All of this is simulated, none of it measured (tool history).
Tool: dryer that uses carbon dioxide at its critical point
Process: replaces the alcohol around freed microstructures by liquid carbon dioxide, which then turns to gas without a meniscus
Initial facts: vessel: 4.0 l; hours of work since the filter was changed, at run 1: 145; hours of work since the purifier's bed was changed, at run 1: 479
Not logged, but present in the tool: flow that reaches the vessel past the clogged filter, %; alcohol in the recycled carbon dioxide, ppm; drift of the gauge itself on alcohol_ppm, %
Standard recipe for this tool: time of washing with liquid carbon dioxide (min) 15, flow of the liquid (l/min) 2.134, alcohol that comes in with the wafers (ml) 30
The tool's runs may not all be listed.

run,hour,time of washing with liquid carbon dioxide (min),flow of the liquid (l/min),alcohol that comes in with the wafers (ml),hours of work since the filter was changed,hours of work since the purifier's bed was changed,alcohol left in the vessel before it's heated (ppm by volume)
1,0.0,15,2.134,30,145,479,81
2,20.7,15,2.134,30,154,489,79
3,49.3,15,2.134,30,166,501,85
4,76.3,15,2.134,30,178,513,87
# hour 90.6: inlet filter changed
5,112.9,15,2.134,30,10,529,69
6,132.1,11,2.134,30,18,537,147
7,156.9,11,2.134,30,29,548,146
8,176.7,15,2.134,30,38,557,86
9,203.3,15,2.134,30,49,568,78
10,228.9,15,2.134,30,61,580,88
11,254.6,15,2.134,30,72,591,78
12,284.7,18,2.134,30,85,604,76
13,307.1,18,2.134,30,95,614,77
14,339.8,15,2.000,30,109,628,92
15,354.5,15,2.000,30,116,635,108
16,383.5,15,2.000,30,129,648,109
17,417.3,20,2.260,43,143,662,81
18,452.0,13,2.260,91,159,678,200
19,469.7,21,2.070,91,166,685,89
20,492.9,18,1.950,62,177,696,102
# hour 511.4: inlet filter changed
21,517.0,16,3.310,30,2,706,82
22,532.9,21,2.050,30,9,713,79
23,567.2,15,2.070,30,25,728,105
24,603.1,15,2.070,30,40,743,95
25,619.3,13,3.100,23,47,751,95
26,650.6,23,2.220,23,61,764,89
27,668.6,23,2.000,30,69,772,83

Pick out some run-to-run changes in alcohol left in the vessel before it's heated (ppm by volume). Of each, how much would a tool without hidden state show as well, from the settings, what came in and chance, and how much is left for the hidden state and any gauge scatter not in both results compared?
Run 17 -> 18: time of washing with liquid carbon dioxide (min) 20 -> 13, alcohol that comes in with the wafers (ml) 43 -> 91. alcohol left in the vessel before it's heated (ppm by volume) +119: hidden state +39, all else +80.
Run 18 -> 19: time of washing with liquid carbon dioxide (min) 13 -> 21, flow of the liquid (l/min) 2.260 -> 2.070. alcohol left in the vessel before it's heated (ppm by volume) -111: hidden state -31, all else -80.
